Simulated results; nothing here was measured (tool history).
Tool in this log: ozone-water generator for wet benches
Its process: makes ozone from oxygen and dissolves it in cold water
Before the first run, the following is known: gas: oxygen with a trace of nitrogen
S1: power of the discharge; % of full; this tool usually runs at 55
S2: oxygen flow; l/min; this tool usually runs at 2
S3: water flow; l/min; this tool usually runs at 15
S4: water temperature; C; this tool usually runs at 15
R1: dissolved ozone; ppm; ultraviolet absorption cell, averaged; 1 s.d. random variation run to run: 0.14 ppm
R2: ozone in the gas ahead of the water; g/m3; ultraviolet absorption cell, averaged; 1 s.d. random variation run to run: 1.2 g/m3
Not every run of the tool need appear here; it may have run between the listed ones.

| run | hour | S1 | S2 | S3 | S4 | R1 | R2 |
|---|---|---|---|---|---|---|---|
| 1 | 0 | 55 | 2 | 15 | 15 | 13.8 | 193.9 |
| 2 | 128.5 | 55 | 2 | 15 | 15 | 13.7 | 194.4 |
| 3 | 257.2 | 55 | 2 | 15 | 15 | 13.6 | 192.4 |
| 4 | 339.9 | 55 | 2 | 15 | 15 | 13.4 | 192.6 |
| 5 | 490.3 | 55 | 2 | 15 | 15 | 13.4 | 191.8 |
| 6 | 589.1 | 55 | 1.8 | 15 | 15 | 13.1 | 204.8 |
| 7 | 687.4 | 55 | 2 | 15 | 15 | 13.3 | 190.3 |
| 8 | 788.8 | 55 | 1.25 | 15 | 15 | 12.2 | 254 |
| 9 | 922.9 | 55 | 1.25 | 15 | 15 | 12.2 | 252 |
| 10 | 985.6 | 77 | 1.09 | 22 | 8 | 10.4 | 354.3 |
|  | 1110.2 | contactor cleaned |
| 11 | 1128.3 | 77 | 1.09 | 22 | 8 | 10.9 | 349.2 |
|  | 1141.7 | water thermometer calibrated |
| 12 | 1271 | 55 | 1.32 | 10 | 15 | 18.2 | 242.2 |
| 13 | 1349.9 | 45 | 2 | 15 | 15 | 11.7 | 160.6 |
| 14 | 1456.6 | 45 | 2 | 15 | 15 | 11.4 | 161.2 |
| 15 | 1577.1 | 42 | 1.64 | 12 | 11 | 13.7 | 171.5 |
| 16 | 1725.7 | 42 | 1.64 | 12 | 11 | 13.7 | 171.8 |
| 17 | 1812.2 | 42 | 1.64 | 12 | 11 | 13.4 | 171.3 |

Branching from run 17: 4 alternative next runs. What would each branch give?
|  | 1951.3 | water thermometer calibrated, once more |
| A | 1967.4 | 55 | 2.1 | 15 | 17 | ? | ? |
|  | 1951.3 | water thermometer calibrated, once more |
| B | 1967.4 | 96 | 1.64 | 12 | 11 | ? | ? |
|  | 1951.3 | water thermometer calibrated, once more |
| C | 1967.4 | 55 | 2 | 10 | 15 | ? | ? |
|  | 1951.3 | water thermometer calibrated, once more |
| D | 1967.4 | 86 | 1.12 | 12 | 13 | ? | ? |

| run | R1 | R2 |
|---|---|---|
| A | 13 | 174.4 |
| B | 24 | 305.7 |
| C | 18.5 | 181.6 |
| D | 21.1 | 359.7 |
With the hidden condition removed and each run's random variation left untouched, the same runs would have given:
| run | R1 | R2 |
|---|---|---|
| A | 15.3 | 203.3 |
| B | 30.6 | 386.4 |
| C | 21.7 | 211.5 |
| D | 26.5 | 447.2 |

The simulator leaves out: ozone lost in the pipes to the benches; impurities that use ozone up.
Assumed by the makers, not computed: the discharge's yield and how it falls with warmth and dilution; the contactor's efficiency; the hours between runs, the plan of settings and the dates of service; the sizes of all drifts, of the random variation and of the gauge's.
